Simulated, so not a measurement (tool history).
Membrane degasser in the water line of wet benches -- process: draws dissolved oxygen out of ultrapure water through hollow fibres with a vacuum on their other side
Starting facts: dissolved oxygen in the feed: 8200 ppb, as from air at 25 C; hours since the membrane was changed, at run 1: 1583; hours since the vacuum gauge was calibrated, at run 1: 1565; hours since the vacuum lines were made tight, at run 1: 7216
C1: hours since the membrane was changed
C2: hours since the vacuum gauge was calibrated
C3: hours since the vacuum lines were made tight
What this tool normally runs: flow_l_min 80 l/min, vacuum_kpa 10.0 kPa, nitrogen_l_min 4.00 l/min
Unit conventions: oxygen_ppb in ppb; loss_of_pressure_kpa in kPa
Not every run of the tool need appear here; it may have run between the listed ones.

run 1 hour=0.0 | flow_l_min=80 vacuum_kpa=10.0 nitrogen_l_min=4.00 | C1=1583 C2=1565 C3=7216 | oxygen_ppb=310.6 loss_of_pressure_kpa=37.33
run 2 hour=31.3 | flow_l_min=80 vacuum_kpa=10.0 nitrogen_l_min=4.00 | C1=1615 C2=1597 C3=7247 | oxygen_ppb=309.4 loss_of_pressure_kpa=37.27
run 3 hour=69.4 | flow_l_min=80 vacuum_kpa=10.0 nitrogen_l_min=4.00 | C1=1653 C2=1635 C3=7285 | oxygen_ppb=311.8 loss_of_pressure_kpa=37.20
run 4 hour=116.4 | flow_l_min=80 vacuum_kpa=10.0 nitrogen_l_min=4.00 | C1=1700 C2=1682 C3=7332 | oxygen_ppb=306.5 loss_of_pressure_kpa=37.13
run 5 hour=170.6 | flow_l_min=80 vacuum_kpa=10.0 nitrogen_l_min=4.00 | C1=1754 C2=1736 C3=7386 | oxygen_ppb=310.6 loss_of_pressure_kpa=37.37
run 6 hour=221.3 | flow_l_min=80 vacuum_kpa=10.0 nitrogen_l_min=4.00 | C1=1805 C2=1787 C3=7437 | oxygen_ppb=310.6 loss_of_pressure_kpa=37.32
run 7 hour=260.1 | flow_l_min=80 vacuum_kpa=10.0 nitrogen_l_min=4.00 | C1=1843 C2=1825 C3=7476 | oxygen_ppb=310.4 loss_of_pressure_kpa=37.01
run 8 hour=320.4 | flow_l_min=80 vacuum_kpa=10.0 nitrogen_l_min=4.00 | C1=1904 C2=1886 C3=7536 | oxygen_ppb=311.8 loss_of_pressure_kpa=37.17
run 9 hour=374.2 | flow_l_min=80 vacuum_kpa=10.0 nitrogen_l_min=4.00 | C1=1958 C2=1939 C3=7590 | oxygen_ppb=308.9 loss_of_pressure_kpa=36.93
run 10 hour=428.2 | flow_l_min=80 vacuum_kpa=10.0 nitrogen_l_min=4.00 | C1=2012 C2=1993 C3=7644 | oxygen_ppb=309.7 loss_of_pressure_kpa=37.32
run 11 hour=464.6 | flow_l_min=80 vacuum_kpa=10.0 nitrogen_l_min=4.00 | C1=2048 C2=2030 C3=7680 | oxygen_ppb=310.9 loss_of_pressure_kpa=36.84
run 12 hour=524.0 | flow_l_min=80 vacuum_kpa=10.0 nitrogen_l_min=4.00 | C1=2107 C2=2089 C3=7740 | oxygen_ppb=313.5 loss_of_pressure_kpa=37.30
run 13 hour=568.1 | flow_l_min=51 vacuum_kpa=10.0 nitrogen_l_min=4.00 | C1=2151 C2=2133 C3=7784 | oxygen_ppb=200.1 loss_of_pressure_kpa=23.67
run 14 hour=621.5 | flow_l_min=51 vacuum_kpa=10.0 nitrogen_l_min=4.00 | C1=2205 C2=2187 C3=7837 | oxygen_ppb=200.1 loss_of_pressure_kpa=24.14
run 15 hour=676.9 | flow_l_min=80 vacuum_kpa=10.0 nitrogen_l_min=4.00 | C1=2260 C2=2242 C3=7892 | oxygen_ppb=313.0 loss_of_pressure_kpa=37.30
run 16 hour=710.0 | flow_l_min=80 vacuum_kpa=10.0 nitrogen_l_min=4.00 | C1=2293 C2=2275 C3=7926 | oxygen_ppb=312.6 loss_of_pressure_kpa=37.46
-- hour=713.4 vacuum gauge calibrated
run 17 hour=762.5 | flow_l_min=117 vacuum_kpa=10.0 nitrogen_l_min=4.00 | C1=2345 C2=49 C3=7978 | oxygen_ppb=484.8 loss_of_pressure_kpa=54.78
run 18 hour=800.0 | flow_l_min=99 vacuum_kpa=10.0 nitrogen_l_min=4.00 | C1=2383 C2=87 C3=8015 | oxygen_ppb=397.2 loss_of_pressure_kpa=46.11
run 19 hour=829.8 | flow_l_min=99 vacuum_kpa=10.0 nitrogen_l_min=4.00 | C1=2413 C2=116 C3=8045 | oxygen_ppb=398.7 loss_of_pressure_kpa=46.58
run 20 hour=856.2 | flow_l_min=99 vacuum_kpa=10.0 nitrogen_l_min=4.00 | C1=2439 C2=143 C3=8071 | oxygen_ppb=396.5 loss_of_pressure_kpa=46.65
-- hour=880.2 vacuum gauge calibrated, once more
run 21 hour=908.3 | flow_l_min=99 vacuum_kpa=10.0 nitrogen_l_min=4.00 | C1=2491 C2=28 C3=8123 | oxygen_ppb=389.9 loss_of_pressure_kpa=46.48
run 22 hour=955.4 | flow_l_min=91 vacuum_kpa=7.9 nitrogen_l_min=10.10 | C1=2538 C2=75 C3=8170 | oxygen_ppb=126.9 loss_of_pressure_kpa=42.71
run 23 hour=1002.7 | flow_l_min=63 vacuum_kpa=11.2 nitrogen_l_min=9.28 | C1=2585 C2=123 C3=8217 | oxygen_ppb=133.3 loss_of_pressure_kpa=29.51
run 24 hour=1029.6 | flow_l_min=63 vacuum_kpa=11.2 nitrogen_l_min=9.28 | C1=2612 C2=149 C3=8244 | oxygen_ppb=132.0 loss_of_pressure_kpa=29.30
run 25 hour=1076.9 | flow_l_min=80 vacuum_kpa=16.6 nitrogen_l_min=10.64 | C1=2659 C2=197 C3=8291 | oxygen_ppb=250.3 loss_of_pressure_kpa=37.54
run 26 hour=1119.2 | flow_l_min=80 vacuum_kpa=16.6 nitrogen_l_min=10.64 | C1=2702 C2=239 C3=8334 | oxygen_ppb=250.2 loss_of_pressure_kpa=37.38
run 27 hour=1157.7 | flow_l_min=80 vacuum_kpa=16.6 nitrogen_l_min=10.64 | C1=2740 C2=278 C3=8372 | oxygen_ppb=249.5 loss_of_pressure_kpa=37.69
run 28 hour=1208.1 | flow_l_min=80 vacuum_kpa=14.2 nitrogen_l_min=7.23 | C1=2790 C2=328 C3=8423 | oxygen_ppb=292.7 loss_of_pressure_kpa=37.33
run 29 hour=1257.5 | flow_l_min=115 vacuum_kpa=10.0 nitrogen_l_min=2.25 | C1=2840 C2=377 C3=8472 | oxygen_ppb=696.5 loss_of_pressure_kpa=54.28
run 30 hour=1305.9 | flow_l_min=115 vacuum_kpa=10.0 nitrogen_l_min=2.25 | C1=2888 C2=426 C3=8520 | oxygen_ppb=690.5 loss_of_pressure_kpa=54.02
run 31 hour=1332.1 | flow_l_min=75 vacuum_kpa=21.5 nitrogen_l_min=2.25 | C1=2914 C2=452 C3=8547 | oxygen_ppb=1127.9 loss_of_pressure_kpa=34.98
run 32 hour=1381.4 | flow_l_min=75 vacuum_kpa=21.5 nitrogen_l_min=2.25 | C1=2964 C2=501 C3=8596 | oxygen_ppb=1131.0 loss_of_pressure_kpa=35.08
-- hour=1409.2 seals of the vacuum lines changed
run 33 hour=1417.4 | flow_l_min=55 vacuum_kpa=21.2 nitrogen_l_min=10.74 | C1=2998 C2=535 C3=8 | oxygen_ppb=217.9 loss_of_pressure_kpa=25.73

What differs in the tool's unlogged condition from the final listed run ahead of each entry between runs to the first listed run following it?
Between runs 16 and 17: vacuum gauge calibrated (hour 713.4)
  true pressure behind the membrane over the reading, kPa: 0.08 -> 0.12; air that leaks in behind the membrane, l/min: 0.0188 -> 0.0189
  measured result minus the result with no hidden state, oxygen_ppb: +6.2 -> +14.5 ppb; loss_of_pressure_kpa: +0.81 -> +1.22 kPa
Between runs 20 and 21: vacuum gauge calibrated, once more (hour 880.2)
  membrane still open, %: 97.7 -> 97.6; true pressure behind the membrane over the reading, kPa: 0.12 -> -0.07; air that leaks in behind the membrane, l/min: 0.0191 -> 0.0192
  measured result minus the result with no hidden state, oxygen_ppb: +11.3 -> +1.9 ppb; loss_of_pressure_kpa: +1.07 -> +1.09 kPa
Between runs 32 and 33: seals of the vacuum lines changed (hour 1409.2)
  air that leaks in behind the membrane, l/min: 0.0203 -> 0.0019
  measured result minus the result with no hidden state, oxygen_ppb: +1.6 -> -0.2 ppb; loss_of_pressure_kpa: +0.99 -> +0.74 kPa
